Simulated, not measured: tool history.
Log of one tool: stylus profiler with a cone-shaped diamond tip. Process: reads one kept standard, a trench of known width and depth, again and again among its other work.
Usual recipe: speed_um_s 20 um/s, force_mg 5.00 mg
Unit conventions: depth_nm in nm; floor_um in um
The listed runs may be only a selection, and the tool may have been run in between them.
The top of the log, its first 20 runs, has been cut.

{"run": 21, "day": 31.262, "speed_um_s": 16, "force_mg": 5.0, "depth_nm": 1017.6, "floor_um": 95.2}
{"run": 22, "day": 32.283, "speed_um_s": 18, "force_mg": 5.0, "depth_nm": 1017.48, "floor_um": 95.16}
{"run": 23, "day": 33.438, "speed_um_s": 9, "force_mg": 5.0, "depth_nm": 1017.61, "floor_um": 95.18}
{"run": 24, "day": 35.612, "speed_um_s": 9, "force_mg": 5.0, "depth_nm": 1017.57, "floor_um": 95.06}
{"run": 25, "day": 36.588, "speed_um_s": 17, "force_mg": 3.94, "depth_nm": 1015.06, "floor_um": 95.08}
{"run": 26, "day": 38.912, "speed_um_s": 71, "force_mg": 9.74, "depth_nm": 1026.72, "floor_um": 94.97}
{"run": 27, "day": 40.625, "speed_um_s": 71, "force_mg": 9.74, "depth_nm": 1026.91, "floor_um": 94.88}
{"run": 28, "day": 42.138, "speed_um_s": 26, "force_mg": 8.4, "depth_nm": 1024.72, "floor_um": 94.93}
{"run": 29, "day": 43.9, "speed_um_s": 31, "force_mg": 3.48, "depth_nm": 1013.62, "floor_um": 94.87}
{"run": 30, "day": 45.325, "speed_um_s": 8, "force_mg": 12.45, "depth_nm": 1031.67, "floor_um": 94.94}
{"run": 31, "day": 47.45, "speed_um_s": 8, "force_mg": 12.45, "depth_nm": 1031.39, "floor_um": 94.96}
{"run": 32, "day": 49.021, "speed_um_s": 55, "force_mg": 14.47, "depth_nm": 1034.8, "floor_um": 94.79}
{"run": 33, "day": 50.779, "speed_um_s": 55, "force_mg": 14.47, "depth_nm": 1035.13, "floor_um": 94.74}
{"run": 34, "day": 52.638, "speed_um_s": 11, "force_mg": 7.9, "depth_nm": 1023.51, "floor_um": 94.81}
{"run": 35, "day": 53.983, "speed_um_s": 11, "force_mg": 7.9, "depth_nm": 1023.85, "floor_um": 94.79}
{"run": 36, "day": 55.133, "speed_um_s": 17, "force_mg": 5.0, "depth_nm": 1018.41, "floor_um": 94.73}
{"run": 37, "day": 57.312, "speed_um_s": 17, "force_mg": 1.81, "depth_nm": 1009.89, "floor_um": 94.69}
{"run": 38, "day": 59.233, "speed_um_s": 38, "force_mg": 2.19, "depth_nm": 1011.21, "floor_um": 94.62}
{"run": 39, "day": 61.425, "speed_um_s": 38, "force_mg": 2.19, "depth_nm": 1011.01, "floor_um": 94.56}
{"run": 40, "day": 63.688, "speed_um_s": 10, "force_mg": 10.55, "depth_nm": 1028.66, "floor_um": 94.65}
{"run": 41, "day": 65.1, "speed_um_s": 10, "force_mg": 5.0, "depth_nm": 1018.04, "floor_um": 94.66}
{"run": 42, "day": 66.154, "speed_um_s": 5, "force_mg": 2.02, "depth_nm": 1010.7, "floor_um": 94.62}
{"run": 43, "day": 68.083, "speed_um_s": 5, "force_mg": 2.02, "depth_nm": 1010.87, "floor_um": 94.57}
{"run": 44, "day": 69.929, "speed_um_s": 5, "force_mg": 2.02, "depth_nm": 1010.79, "floor_um": 94.61}
{"run": 45, "day": 71.6, "speed_um_s": 76, "force_mg": 5.0, "depth_nm": 1018.07, "floor_um": 94.33}

Below are 3 alternative next runs, each starting from the tool's condition after run 45. Predict each:
{"run": "A", "day": 72.796, "speed_um_s": 29, "force_mg": 5.0, "depth_nm": "?", "floor_um": "?"}
{"run": "B", "day": 72.796, "speed_um_s": 20, "force_mg": 1.69, "depth_nm": "?", "floor_um": "?"}
{"run": "C", "day": 72.796, "speed_um_s": 8, "force_mg": 12.98, "depth_nm": "?", "floor_um": "?"}

run=A depth_nm=1018.18 floor_um=94.44
run=B depth_nm=1010.00 floor_um=94.46
run=C depth_nm=1032.98 floor_um=94.57
The same runs, with their run-to-run variation unchanged, on a tool lacking any hidden condition would have given:
run=A depth_nm=1016.17 floor_um=95.87
run=B depth_nm=1008.01 floor_um=95.89
run=C depth_nm=1030.95 floor_um=96.00

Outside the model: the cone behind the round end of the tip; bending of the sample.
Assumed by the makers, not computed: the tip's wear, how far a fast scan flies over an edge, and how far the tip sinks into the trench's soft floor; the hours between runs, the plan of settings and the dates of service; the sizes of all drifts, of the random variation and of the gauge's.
